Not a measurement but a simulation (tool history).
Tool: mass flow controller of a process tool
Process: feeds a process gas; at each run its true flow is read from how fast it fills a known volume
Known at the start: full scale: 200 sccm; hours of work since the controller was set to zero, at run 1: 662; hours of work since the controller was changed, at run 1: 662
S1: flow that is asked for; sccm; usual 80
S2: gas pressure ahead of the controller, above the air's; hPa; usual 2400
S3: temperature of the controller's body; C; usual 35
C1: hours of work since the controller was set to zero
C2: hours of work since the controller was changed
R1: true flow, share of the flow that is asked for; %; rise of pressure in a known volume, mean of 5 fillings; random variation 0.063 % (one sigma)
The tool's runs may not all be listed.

run	hour	S1	S2	S3	C1	C2	R1
1	0	80	2400	35	662	662	99.51
2	230.7	80	2400	35	814	814	99.37
3	497.4	80	2400	21	990	990	98.86
4	770.6	80	2400	21	1170	1170	98.71
5	960.2	80	2400	21	1295	1295	98.74
6	1098.2	80	2400	21	1386	1386	98.72
7	1269.7	80	2400	21	1499	1499	98.68
8	1505.6	80	2400	21	1654	1654	98.67
9	1742.1	65	2400	35	1810	1810	99.48
10	1916.8	150	2400	35	1925	1925	99.38
11	2130.7	150	2400	35	2066	2066	99.54
12	2268.7	150	2400	35	2157	2157	99.38
13	2494.1	48	2130	35	2305	2305	100.14
14	2762.2	177	2060	30	2482	2482	99.34
15	2918.6	48	2300	30	2585	2585	99.81
16	3135	167	2300	30	2727	2727	99.13
17	3399.2	80	1440	23	2901	2901	99.28
18	3605	24	2640	28	3037	3037	101.59
19	3798.4	24	2640	21	3164	3164	101.36
20	4076.5	24	2640	21	3347	3347	101.53
21	4264.5	24	2640	21	3471	3471	101.59
22	4383	24	2640	21	3549	3549	101.57
23	4559.4	26	2400	34	3666	3666	102.2
24	4710.3	26	2400	34	3765	3765	102.3

4 ways to go on from here, each from the tool as it stands after run 24. What would each give?
A	4909.3	80	2610	35	3896	3896	?
B	4909.3	36	2600	21	3896	3896	?
C	4909.3	168	1900	35	3896	3896	?
D	4909.3	135	1640	36	3896	3896	?

run	R1
A	99.2
B	100.12
C	99.36
D	99.59
Without the tool's hidden state the same runs would have given:
run	R1
A	99.36
B	98.21
C	100.4
D	100.44
